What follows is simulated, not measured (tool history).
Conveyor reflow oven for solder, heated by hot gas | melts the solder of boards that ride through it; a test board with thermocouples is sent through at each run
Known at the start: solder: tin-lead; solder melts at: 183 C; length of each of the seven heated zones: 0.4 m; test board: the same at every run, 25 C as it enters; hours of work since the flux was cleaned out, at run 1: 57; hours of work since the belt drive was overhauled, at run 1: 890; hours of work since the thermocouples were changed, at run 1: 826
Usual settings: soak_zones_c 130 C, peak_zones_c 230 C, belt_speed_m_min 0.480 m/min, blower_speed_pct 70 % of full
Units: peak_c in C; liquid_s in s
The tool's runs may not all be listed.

run     day  soak_zones_c  peak_zones_c  belt_speed_m_min  blower_speed_pct  hours of work since the flux was cleaned out  hours of work since the belt drive was overhauled  hours of work since the thermocouples were changed  peak_c  liquid_s
  1   0.000           130           230             0.480                70                                            57                                                890                                                 826   215.6      70.7
  2   1.350           130           230             0.480                70                                            71                                                903                                                 839   215.7      70.8
  3   3.288           130           230             0.480                70                                            90                                                922                                                 858   215.4      70.8
  4   4.525           130           230             0.480                70                                           102                                                934                                                 870   215.7      70.4
  5   6.442           130           230             0.480                70                                           120                                                953                                                 889   215.3      70.6
  6   7.817           130           230             0.480                70                                           134                                                966                                                 902   215.4      70.2
  7   8.967           130           230             0.480                70                                           145                                                978                                                 914   215.7      69.9
  8  10.829           130           230             0.480                70                                           163                                                996                                                 932   215.4      69.7
  9  11.838           130           230             0.480                70                                           173                                               1006                                                 942   215.3      70.1
     12.196  -- belt drive overhauled, speed set with a stopwatch
 10  14.075           130           230             0.480                70                                           193                                                 18                                                 962   215.3      70.2
 11  15.242           130           230             0.480                70                                           205                                                 30                                                 973   215.3      70.3
 12  16.192           130           230             0.480                70                                           214                                                 39                                                 983   215.5      70.5
 13  17.283           130           230             0.480                70                                           225                                                 50                                                 993   215.3      70.5
 14  18.729           130           230             0.480                70                                           239                                                 64                                                1008   215.3      69.8
     19.529  -- belt drive overhauled, speed set with a stopwatch, once more
 15  20.317           133           230             0.480                70                                           253                                                  8                                                1021   215.3      70.1
 16  21.779           133           230             0.480                70                                           267                                                 22                                                1036   215.3      70.6
 17  22.992           127           219             0.480                58                                           279                                                 34                                                1048   201.3      47.3
 18  24.621           143           243             0.480                58                                           295                                                 50                                                1064   225.1      84.2
 19  26.179           124           230             0.480                64                                           310                                                 65                                                1079   211.5      62.0
 20  27.871           131           241             0.391                57                                           327                                                 82                                                1095   228.0     101.3
 21  29.358           131           225             0.513                57                                           341                                                 96                                                1110   203.7      48.8
 22  30.800           130           240             0.551                70                                           356                                                110                                                1124   216.8      60.8
     31.812  -- thermocouples of zones 6 and 7 changed
     32.288  -- flux residue cleaned out of gas plates and filters
 23  32.346           141           230             0.480                70                                             1                                                123                                                   3   214.8      74.4
 24  34.217           129           242             0.480                70                                            19                                                141                                                  22   223.2      77.1
 25  36.467           129           242             0.480                70                                            41                                                163                                                  44   223.1      76.7
 26  38.300           139           244             0.480                70                                            59                                                181                                                  61   226.7      84.0
 27  39.321           139           244             0.480                70                                            69                                                191                                                  71   226.6      84.1
 28  40.383           123           230             0.401                75                                            79                                                201                                                  82   218.2      86.3
 29  41.529           128           230             0.384                70                                            90                                                212                                                  93   218.8      93.8
 30  42.454           128           230             0.384                70                                            99                                                221                                                 102   218.7      93.5

Forecast each of these 4 alternatives for the next run:
  A  44.408           136           230             0.453                64                                           119                                                241                                                 121       ?         ?
  B  44.408           128           222             0.384                70                                           119                                                241                                                 121       ?         ?
  C  44.408           130           219             0.480                70                                           119                                                241                                                 121       ?         ?
  D  44.408           142           230             0.456                70                                           119                                                241                                                 121       ?         ?

run  peak_c  liquid_s
  A   213.9      75.3
  B   211.5      84.6
  C   202.7      53.6
  D   216.0      80.4
Without the tool's hidden state the same runs would have given:
run  peak_c  liquid_s
  A   214.4      75.9
  B   211.9      85.3
  C   203.3      54.9
  D   216.5      80.9

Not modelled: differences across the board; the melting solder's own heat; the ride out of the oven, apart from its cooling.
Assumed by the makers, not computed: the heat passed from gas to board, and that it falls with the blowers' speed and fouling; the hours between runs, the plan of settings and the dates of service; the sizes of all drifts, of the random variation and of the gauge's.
